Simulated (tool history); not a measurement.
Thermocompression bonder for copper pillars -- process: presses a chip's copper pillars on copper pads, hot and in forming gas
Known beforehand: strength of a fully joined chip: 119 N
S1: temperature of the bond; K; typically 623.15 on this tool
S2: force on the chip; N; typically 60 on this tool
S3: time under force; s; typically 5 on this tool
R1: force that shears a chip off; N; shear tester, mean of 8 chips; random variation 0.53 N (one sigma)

{"run": 1, "hour": 0.0, "S1": 623.15, "S2": 60, "S3": 5, "R1": 45.6}
{"hour": 6.1, "done": "forming gas filter changed"}
{"run": 2, "hour": 11.6, "S1": 623.15, "S2": 60, "S3": 5, "R1": 51.6}
{"run": 3, "hour": 31.8, "S1": 623.15, "S2": 60, "S3": 5, "R1": 51.2}
{"run": 4, "hour": 50.7, "S1": 623.15, "S2": 60, "S3": 5, "R1": 50.8}
{"run": 5, "hour": 59.9, "S1": 623.15, "S2": 60, "S3": 5, "R1": 50.1}
{"run": 6, "hour": 76.2, "S1": 623.15, "S2": 60, "S3": 5, "R1": 51.3}
{"run": 7, "hour": 85.8, "S1": 623.15, "S2": 60, "S3": 5, "R1": 50.6}
{"run": 8, "hour": 96.1, "S1": 623.15, "S2": 60, "S3": 5, "R1": 51.0}
{"run": 9, "hour": 106.6, "S1": 623.15, "S2": 60, "S3": 9, "R1": 62.2}
{"run": 10, "hour": 127.2, "S1": 623.15, "S2": 60, "S3": 9, "R1": 61.9}
{"run": 11, "hour": 144.2, "S1": 623.15, "S2": 58, "S3": 9, "R1": 60.1}
{"run": 12, "hour": 160.7, "S1": 623.15, "S2": 60, "S3": 5, "R1": 50.7}
{"run": 13, "hour": 178.8, "S1": 623.15, "S2": 60, "S3": 5, "R1": 50.0}
{"run": 14, "hour": 190.0, "S1": 623.15, "S2": 60, "S3": 5, "R1": 50.7}
{"run": 15, "hour": 209.0, "S1": 623.15, "S2": 60, "S3": 5, "R1": 50.7}
{"run": 16, "hour": 228.0, "S1": 623.15, "S2": 60, "S3": 5, "R1": 49.7}
{"run": 17, "hour": 245.7, "S1": 623.15, "S2": 46, "S3": 5, "R1": 36.8}
{"run": 18, "hour": 265.5, "S1": 623.15, "S2": 46, "S3": 5, "R1": 37.2}
{"run": 19, "hour": 282.0, "S1": 623.15, "S2": 60, "S3": 5, "R1": 49.3}
{"run": 20, "hour": 296.6, "S1": 623.15, "S2": 36, "S3": 5, "R1": 27.8}
{"run": 21, "hour": 307.6, "S1": 618.15, "S2": 64, "S3": 3, "R1": 41.3}
{"run": 22, "hour": 317.3, "S1": 642.15, "S2": 77, "S3": 4, "R1": 68.5}
{"run": 23, "hour": 329.1, "S1": 651.15, "S2": 79, "S3": 4, "R1": 76.6}
{"run": 24, "hour": 338.8, "S1": 651.15, "S2": 79, "S3": 4, "R1": 74.7}
{"run": 25, "hour": 352.0, "S1": 623.15, "S2": 62, "S3": 7, "R1": 57.3}
{"run": 26, "hour": 367.1, "S1": 607.15, "S2": 68, "S3": 3, "R1": 37.6}
{"run": 27, "hour": 383.6, "S1": 607.15, "S2": 68, "S3": 3, "R1": 38.7}
{"run": 28, "hour": 397.8, "S1": 607.15, "S2": 68, "S3": 3, "R1": 38.6}
{"run": 29, "hour": 418.8, "S1": 607.15, "S2": 68, "S3": 3, "R1": 38.2}
{"run": 30, "hour": 436.4, "S1": 609.15, "S2": 84, "S3": 13, "R1": 78.2}
{"run": 31, "hour": 455.4, "S1": 624.15, "S2": 84, "S3": 13, "R1": 86.9}
{"run": 32, "hour": 473.9, "S1": 623.15, "S2": 38, "S3": 5, "R1": 28.9}
{"run": 33, "hour": 492.0, "S1": 623.15, "S2": 60, "S3": 4, "R1": 44.0}
{"run": 34, "hour": 504.9, "S1": 623.15, "S2": 40, "S3": 5, "R1": 29.9}
{"run": 35, "hour": 521.5, "S1": 623.15, "S2": 62, "S3": 3, "R1": 40.9}
{"run": 36, "hour": 536.2, "S1": 649.15, "S2": 60, "S3": 3, "R1": 51.1}
{"run": 37, "hour": 555.4, "S1": 632.15, "S2": 63, "S3": 14, "R1": 75.0}
{"run": 38, "hour": 575.9, "S1": 597.15, "S2": 60, "S3": 8, "R1": 43.4}
{"run": 39, "hour": 595.3, "S1": 626.15, "S2": 46, "S3": 15, "R1": 55.0}
{"run": 40, "hour": 604.3, "S1": 626.15, "S2": 46, "S3": 15, "R1": 55.5}

What if the next run were any one of these 4? Each begins from the tool's condition after run 40:
{"run": "A", "hour": 619.5, "S1": 623.15, "S2": 36, "S3": 5, "R1": "?"}
{"run": "B", "hour": 619.5, "S1": 641.15, "S2": 89, "S3": 3, "R1": "?"}
{"run": "C", "hour": 619.5, "S1": 602.15, "S2": 46, "S3": 15, "R1": "?"}
{"run": "D", "hour": 619.5, "S1": 607.15, "S2": 49, "S3": 15, "R1": "?"}

run=A R1=26.0
run=B R1=67.4
run=C R1=43.5
run=D R1=48.4
The same runs, with their run-to-run variation unchanged, on a tool lacking any hidden condition would have given:
run=A R1=28.9
run=B R1=74.6
run=C R1=48.0
run=D R1=53.5

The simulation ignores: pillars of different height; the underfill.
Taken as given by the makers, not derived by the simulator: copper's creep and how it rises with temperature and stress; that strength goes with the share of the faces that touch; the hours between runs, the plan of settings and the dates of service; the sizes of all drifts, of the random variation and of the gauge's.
